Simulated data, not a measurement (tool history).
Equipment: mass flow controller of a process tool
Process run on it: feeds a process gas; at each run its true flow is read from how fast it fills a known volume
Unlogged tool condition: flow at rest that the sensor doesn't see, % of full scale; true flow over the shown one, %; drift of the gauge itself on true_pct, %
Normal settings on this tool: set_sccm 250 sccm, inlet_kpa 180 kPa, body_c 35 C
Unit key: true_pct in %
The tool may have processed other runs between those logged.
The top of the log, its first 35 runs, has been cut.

| run | hour | set_sccm | inlet_kpa | body_c | hours of work since the controller was set to zero | hours of work since the controller was changed | true_pct |
|---|---|---|---|---|---|---|---|
| 36 | 2803.9 | 328 | 162 | 31 | 841 | 4747 | 101.19 |
| 37 | 2917.9 | 349 | 180 | 20 | 926 | 4832 | 101.68 |
| 38 | 2966.2 | 349 | 180 | 20 | 962 | 4868 | 101.91 |
| 39 | 3057.3 | 67 | 180 | 21 | 1030 | 4935 | 102.71 |
| 40 | 3122.9 | 67 | 265 | 21 | 1078 | 4984 | 103.03 |
| 41 | 3174.6 | 67 | 265 | 21 | 1117 | 5022 | 103.04 |
| 42 | 3228.8 | 67 | 265 | 21 | 1157 | 5063 | 103.01 |
| 43 | 3288.4 | 128 | 265 | 21 | 1201 | 5107 | 102.46 |
| 44 | 3347 | 250 | 180 | 32 | 1245 | 5150 | 101.55 |
| 45 | 3425.2 | 333 | 158 | 32 | 1303 | 5208 | 101.64 |
| 46 | 3480.4 | 333 | 158 | 32 | 1344 | 5249 | 101.47 |
| 47 | 3593.2 | 57 | 158 | 40 | 1428 | 5333 | 103.02 |

Alternative continuations, all from the tool just after run 47; predict every row:
| A | 3663.5 | 342 | 183 | 36 | 1480 | 5385 | ? |
| B | 3663.5 | 59 | 158 | 22 | 1480 | 5385 | ? |
| C | 3663.5 | 250 | 238 | 35 | 1480 | 5385 | ? |
| D | 3663.5 | 376 | 158 | 27 | 1480 | 5385 | ? |
| E | 3663.5 | 297 | 158 | 28 | 1480 | 5385 | ? |

| run | true_pct |
|---|---|
| A | 101.69 |
| B | 103.43 |
| C | 101.9 |
| D | 101.8 |
| E | 101.9 |
Without the tool's hidden state the same runs would have given:
| run | true_pct |
|---|---|
| A | 99.47 |
| B | 99.23 |
| C | 99.53 |
| D | 99.63 |
| E | 99.63 |

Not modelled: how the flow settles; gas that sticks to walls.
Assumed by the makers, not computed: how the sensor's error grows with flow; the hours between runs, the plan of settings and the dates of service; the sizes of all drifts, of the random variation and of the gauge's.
